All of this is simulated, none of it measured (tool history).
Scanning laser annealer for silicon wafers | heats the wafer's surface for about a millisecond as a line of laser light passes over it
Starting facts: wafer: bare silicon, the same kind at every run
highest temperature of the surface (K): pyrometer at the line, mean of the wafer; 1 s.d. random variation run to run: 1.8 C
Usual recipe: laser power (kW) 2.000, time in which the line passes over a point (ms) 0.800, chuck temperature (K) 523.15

run   hour  laser power (kW)  time in which the line passes over a point (ms)  chuck temperature (K)  highest temperature of the surface (K)
  1    0.0             2.000                                            0.800                 523.15                                 1280.15
  2   18.8             2.000                                            0.800                 523.15                                 1276.15
  3   36.6             2.000                                            0.800                 523.15                                 1279.15
  4   54.0             2.138                                            0.800                 523.15                                 1320.15
  5   69.5             2.138                                            0.800                 520.15                                 1321.15
  6   88.5             2.075                                            0.800                 520.15                                 1294.15
  7  107.7             2.075                                            0.800                 520.15                                 1297.15
     120.4  -- optics aligned, line set to its width
  8  123.8             2.075                                            0.800                 520.15                                 1301.15
  9  141.4             2.000                                            0.800                 523.15                                 1274.15
 10  165.4             2.000                                            0.800                 523.15                                 1275.15
 11  177.0             2.000                                            0.800                 523.15                                 1276.15
 12  188.3             2.000                                            0.801                 512.15                                 1261.15
 13  208.3             2.015                                            0.801                 512.15                                 1270.15
 14  218.6             2.015                                            0.848                 562.15                                 1340.15
 15  230.1             2.185                                            0.830                 517.15                                 1341.15
 16  246.2             1.755                                            0.868                 554.15                                 1245.15
 17  257.9             1.947                                            0.591                 494.15                                 1125.15

5 options for the next run, each taken on its own from the tool as it stands now. Forecast them:
  A  271.1             1.795                                            0.775                 488.15                                       ?
  B  271.1             1.892                                            0.800                 507.15                                       ?
  C  271.1             1.947                                            0.591                 526.15                                       ?
  D  271.1             1.913                                            0.621                 494.15                                       ?
  E  271.1             2.193                                            0.675                 520.15                                       ?

run  highest temperature of the surface (K)
  A                                 1154.15
  B                                 1214.15
  C                                 1158.15
  D                                 1132.15
  E                                 1273.15
What these runs would have given with no unlogged condition in the tool:
run  highest temperature of the surface (K)
  A                                 1183.15
  B                                 1245.15
  C                                 1186.15
  D                                 1160.15
  E                                 1306.15
